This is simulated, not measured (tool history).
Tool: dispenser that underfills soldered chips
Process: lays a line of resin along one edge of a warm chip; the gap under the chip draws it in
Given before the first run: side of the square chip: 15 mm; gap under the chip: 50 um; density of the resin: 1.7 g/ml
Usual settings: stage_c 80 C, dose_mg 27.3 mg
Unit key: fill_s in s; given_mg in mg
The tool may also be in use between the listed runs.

run 1 hour=0.0 | stage_c=80 dose_mg=27.3 | fill_s=177.3 given_mg=27.17
run 2 hour=3.9 | stage_c=80 dose_mg=27.3 | fill_s=234.9 given_mg=27.11
run 3 hour=6.7 | stage_c=84 dose_mg=27.3 | fill_s=247.7 given_mg=27.14
run 4 hour=12.0 | stage_c=84 dose_mg=27.3 | fill_s=353.5 given_mg=27.10
-- hour=13.3 new syringe of resin
run 5 hour=16.3 | stage_c=84 dose_mg=27.3 | fill_s=185.5 given_mg=27.14
run 6 hour=18.8 | stage_c=84 dose_mg=27.3 | fill_s=223.1 given_mg=27.05
run 7 hour=23.7 | stage_c=80 dose_mg=27.3 | fill_s=353.9 given_mg=26.81
-- hour=26.7 new syringe of resin
run 8 hour=29.6 | stage_c=80 dose_mg=23.9 | fill_s=224.7 given_mg=23.50
run 9 hour=33.2 | stage_c=80 dose_mg=23.9 | fill_s=282.1 given_mg=23.46
run 10 hour=36.2 | stage_c=94 dose_mg=28.0 | fill_s=218.6 given_mg=27.73
run 11 hour=38.7 | stage_c=69 dose_mg=26.9 | fill_s=563.2 given_mg=26.54
-- hour=40.1 new syringe of resin
run 12 hour=44.4 | stage_c=69 dose_mg=26.9 | fill_s=325.3 given_mg=26.35
run 13 hour=48.9 | stage_c=69 dose_mg=26.9 | fill_s=444.6 given_mg=26.31
run 14 hour=51.3 | stage_c=69 dose_mg=26.9 | fill_s=537.7 given_mg=26.32
-- hour=53.6 new syringe of resin
-- hour=54.6 dispensing valve cleaned and set on the balance
run 15 hour=56.1 | stage_c=69 dose_mg=26.9 | fill_s=271.6 given_mg=26.85
run 16 hour=58.9 | stage_c=69 dose_mg=27.5 | fill_s=322.9 given_mg=27.54
run 17 hour=62.3 | stage_c=94 dose_mg=24.8 | fill_s=202.7 given_mg=24.70

Branching from run 17: 4 alternative next runs. What would each branch give?
run A hour=67.4 | stage_c=86 dose_mg=24.8 | fill_s=? given_mg=?
run B hour=67.4 | stage_c=77 dose_mg=27.8 | fill_s=? given_mg=?
run C hour=67.4 | stage_c=85 dose_mg=32.2 | fill_s=? given_mg=?
run D hour=67.4 | stage_c=94 dose_mg=27.1 | fill_s=? given_mg=?

run=A fill_s=353.6 given_mg=24.58
run=B fill_s=449.7 given_mg=27.50
run=C fill_s=351.6 given_mg=32.06
run=D fill_s=278.4 given_mg=27.00
Stripped of hidden state, with their random variation kept, the same runs would have yielded:
run=A fill_s=144.9 given_mg=24.67
run=B fill_s=184.2 given_mg=27.61
run=C fill_s=144.3 given_mg=32.19
run=D fill_s=114.6 given_mg=27.11
